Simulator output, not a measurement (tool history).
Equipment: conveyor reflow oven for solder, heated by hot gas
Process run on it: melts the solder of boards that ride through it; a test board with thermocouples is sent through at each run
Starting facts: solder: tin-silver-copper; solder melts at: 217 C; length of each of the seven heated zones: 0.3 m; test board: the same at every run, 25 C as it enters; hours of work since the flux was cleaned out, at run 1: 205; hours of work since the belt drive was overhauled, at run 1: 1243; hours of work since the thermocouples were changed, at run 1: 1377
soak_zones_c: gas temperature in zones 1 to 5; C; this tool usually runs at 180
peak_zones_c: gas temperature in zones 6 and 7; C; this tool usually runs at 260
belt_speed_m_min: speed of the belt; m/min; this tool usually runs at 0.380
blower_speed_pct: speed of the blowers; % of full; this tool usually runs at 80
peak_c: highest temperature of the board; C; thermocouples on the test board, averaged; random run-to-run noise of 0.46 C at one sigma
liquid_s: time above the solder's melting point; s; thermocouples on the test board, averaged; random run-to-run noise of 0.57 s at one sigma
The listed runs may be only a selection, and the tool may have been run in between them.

run	hour	soak_zones_c	peak_zones_c	belt_speed_m_min	blower_speed_pct	hours of work since the flux was cleaned out	hours of work since the belt drive was overhauled	hours of work since the thermocouples were changed	peak_c	liquid_s
1	0.0	180	260	0.380	80	205	1243	1377	241.4	65.3
2	68.0	180	260	0.380	80	238	1276	1410	240.8	65.9
3	136.2	180	251	0.380	80	271	1309	1443	233.8	52.3
4	192.4	180	251	0.380	80	299	1337	1471	233.0	51.8
# hour 200.1: thermocouples of zones 6 and 7 changed
5	257.5	180	251	0.380	80	330	1368	28	238.4	60.2
6	305.8	180	251	0.380	80	353	1391	52	237.9	60.1
7	336.1	180	251	0.380	80	368	1406	66	237.6	59.3
8	403.6	180	260	0.380	80	401	1439	99	245.7	67.8
# hour 443.6: flux residue cleaned out of gas plates and filters
9	445.3	180	260	0.325	87	1	1457	117	253.7	92.5
10	475.2	180	260	0.325	87	15	1471	132	253.1	92.6
11	527.6	180	252	0.380	82	41	1497	158	241.4	67.2
12	578.7	180	252	0.380	82	66	1522	183	241.1	66.3
13	611.1	180	252	0.380	82	82	1538	198	241.4	66.3
14	664.2	180	260	0.424	80	108	1564	224	244.7	60.5
# hour 681.9: belt drive overhauled, speed set with a stopwatch
15	706.8	189	261	0.401	72	127	12	243	245.6	66.8

What will run 16 give?
16	742.3	180	250	0.373	73	144	30	261	?	?

Run 16 yielded peak_c 237.1 C, liquid_s 56.3 s.
If the tool had no hidden condition, the same run with the same run-to-run variation would have returned peak_c 238.8 C, liquid_s 59.9 s.
